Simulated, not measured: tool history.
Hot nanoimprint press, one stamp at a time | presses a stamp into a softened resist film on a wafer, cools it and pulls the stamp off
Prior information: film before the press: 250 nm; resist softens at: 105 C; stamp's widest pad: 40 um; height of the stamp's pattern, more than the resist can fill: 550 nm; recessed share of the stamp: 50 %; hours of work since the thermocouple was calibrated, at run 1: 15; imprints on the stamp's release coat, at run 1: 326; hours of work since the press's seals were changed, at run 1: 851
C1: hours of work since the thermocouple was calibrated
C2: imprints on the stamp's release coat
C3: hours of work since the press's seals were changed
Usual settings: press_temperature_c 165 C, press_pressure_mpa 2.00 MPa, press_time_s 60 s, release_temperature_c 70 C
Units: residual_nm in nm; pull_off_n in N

run 1 day=0.000 | press_temperature_c=165 press_pressure_mpa=2.00 press_time_s=60 release_temperature_c=70 | C1=15 C2=326 C3=851 | residual_nm=155.3 pull_off_n=120
run 2 day=2.571 | press_temperature_c=165 press_pressure_mpa=2.00 press_time_s=60 release_temperature_c=70 | C1=62 C2=519 C3=898 | residual_nm=153.9 pull_off_n=122
run 3 day=5.167 | press_temperature_c=165 press_pressure_mpa=2.00 press_time_s=60 release_temperature_c=70 | C1=110 C2=715 C3=946 | residual_nm=153.6 pull_off_n=124
run 4 day=7.233 | press_temperature_c=165 press_pressure_mpa=2.00 press_time_s=34 release_temperature_c=70 | C1=148 C2=870 C3=984 | residual_nm=177.9 pull_off_n=126
-- day=7.817 press's hydraulic seals changed and the load cell set to zero
run 5 day=9.142 | press_temperature_c=165 press_pressure_mpa=2.00 press_time_s=60 release_temperature_c=70 | C1=177 C2=989 C3=24 | residual_nm=147.3 pull_off_n=128
run 6 day=11.171 | press_temperature_c=165 press_pressure_mpa=2.00 press_time_s=60 release_temperature_c=70 | C1=215 C2=1141 C3=62 | residual_nm=146.5 pull_off_n=131
run 7 day=13.008 | press_temperature_c=165 press_pressure_mpa=2.00 press_time_s=60 release_temperature_c=70 | C1=249 C2=1280 C3=96 | residual_nm=145.2 pull_off_n=130
-- day=13.917 plate thermocouple calibrated
-- day=14.167 stamp cleaned and given a new release coat
run 8 day=15.446 | press_temperature_c=165 press_pressure_mpa=2.00 press_time_s=60 release_temperature_c=70 | C1=24 C2=96 C3=134 | residual_nm=151.3 pull_off_n=117
run 9 day=18.188 | press_temperature_c=165 press_pressure_mpa=2.00 press_time_s=60 release_temperature_c=70 | C1=74 C2=302 C3=184 | residual_nm=151.3 pull_off_n=122
run 10 day=19.371 | press_temperature_c=165 press_pressure_mpa=2.00 press_time_s=81 release_temperature_c=70 | C1=96 C2=391 C3=206 | residual_nm=136.8 pull_off_n=122
run 11 day=20.929 | press_temperature_c=165 press_pressure_mpa=2.00 press_time_s=81 release_temperature_c=70 | C1=125 C2=508 C3=235 | residual_nm=136.8 pull_off_n=123
run 12 day=23.238 | press_temperature_c=165 press_pressure_mpa=2.00 press_time_s=81 release_temperature_c=70 | C1=167 C2=682 C3=278 | residual_nm=135.6 pull_off_n=124
run 13 day=26.012 | press_temperature_c=165 press_pressure_mpa=2.11 press_time_s=81 release_temperature_c=70 | C1=219 C2=891 C3=329 | residual_nm=132.6 pull_off_n=123
-- day=28.633 plate thermocouple calibrated
run 14 day=28.712 | press_temperature_c=165 press_pressure_mpa=2.11 press_time_s=81 release_temperature_c=70 | C1=1 C2=1085 C3=376 | residual_nm=136.1 pull_off_n=130
run 15 day=31.329 | press_temperature_c=165 press_pressure_mpa=2.11 press_time_s=72 release_temperature_c=76 | C1=50 C2=1282 C3=425 | residual_nm=140.1 pull_off_n=112
-- day=32.304 stamp cleaned and given a new release coat
run 16 day=33.571 | press_temperature_c=159 press_pressure_mpa=3.00 press_time_s=52 release_temperature_c=70 | C1=87 C2=95 C3=461 | residual_nm=174.4 pull_off_n=117
run 17 day=35.192 | press_temperature_c=165 press_pressure_mpa=2.61 press_time_s=60 release_temperature_c=70 | C1=116 C2=217 C3=491 | residual_nm=136.0 pull_off_n=118
run 18 day=37.771 | press_temperature_c=165 press_pressure_mpa=2.00 press_time_s=60 release_temperature_c=59 | C1=164 C2=411 C3=539 | residual_nm=149.5 pull_off_n=150
run 19 day=40.108 | press_temperature_c=176 press_pressure_mpa=2.00 press_time_s=35 release_temperature_c=70 | C1=207 C2=587 C3=582 | residual_nm=109.4 pull_off_n=124
run 20 day=41.629 | press_temperature_c=176 press_pressure_mpa=2.00 press_time_s=35 release_temperature_c=70 | C1=235 C2=702 C3=610 | residual_nm=109.5 pull_off_n=123
-- day=43.250 plate thermocouple calibrated
run 21 day=43.642 | press_temperature_c=176 press_pressure_mpa=2.00 press_time_s=35 release_temperature_c=70 | C1=7 C2=844 C3=645 | residual_nm=113.2 pull_off_n=128
run 22 day=44.925 | press_temperature_c=176 press_pressure_mpa=2.00 press_time_s=35 release_temperature_c=70 | C1=31 C2=940 C3=668 | residual_nm=113.4 pull_off_n=127
run 23 day=46.288 | press_temperature_c=176 press_pressure_mpa=1.91 press_time_s=35 release_temperature_c=70 | C1=56 C2=1043 C3=694 | residual_nm=115.2 pull_off_n=130
run 24 day=49.167 | press_temperature_c=176 press_pressure_mpa=1.91 press_time_s=35 release_temperature_c=70 | C1=109 C2=1259 C3=747 | residual_nm=114.5 pull_off_n=132
-- day=50.388 stamp cleaned and given a new release coat
run 25 day=51.183 | press_temperature_c=158 press_pressure_mpa=2.00 press_time_s=60 release_temperature_c=70 | C1=142 C2=60 C3=779 | residual_nm=197.5 pull_off_n=115

Each row is a separate what-if for the run after 25, all from the same tool condition, not one after another. Results?
run A day=53.458 | press_temperature_c=161 press_pressure_mpa=2.87 press_time_s=60 release_temperature_c=70 | C1=184 C2=231 C3=821 | residual_nm=? pull_off_n=?
run B day=53.458 | press_temperature_c=158 press_pressure_mpa=2.00 press_time_s=42 release_temperature_c=70 | C1=184 C2=231 C3=821 | residual_nm=? pull_off_n=?
run C day=53.458 | press_temperature_c=158 press_pressure_mpa=2.00 press_time_s=85 release_temperature_c=70 | C1=184 C2=231 C3=821 | residual_nm=? pull_off_n=?
run D day=53.458 | press_temperature_c=158 press_pressure_mpa=1.38 press_time_s=60 release_temperature_c=70 | C1=184 C2=231 C3=821 | residual_nm=? pull_off_n=?

run=A residual_nm=160.4 pull_off_n=117
run=B residual_nm=209.2 pull_off_n=119
run=C residual_nm=183.3 pull_off_n=118
run=D residual_nm=212.0 pull_off_n=119
Take away the tool's hidden state, keep each run's random variation, and the runs would have read:
run=A residual_nm=156.2 pull_off_n=115
run=B residual_nm=207.6 pull_off_n=117
run=C residual_nm=181.3 pull_off_n=116
run=D residual_nm=211.4 pull_off_n=116
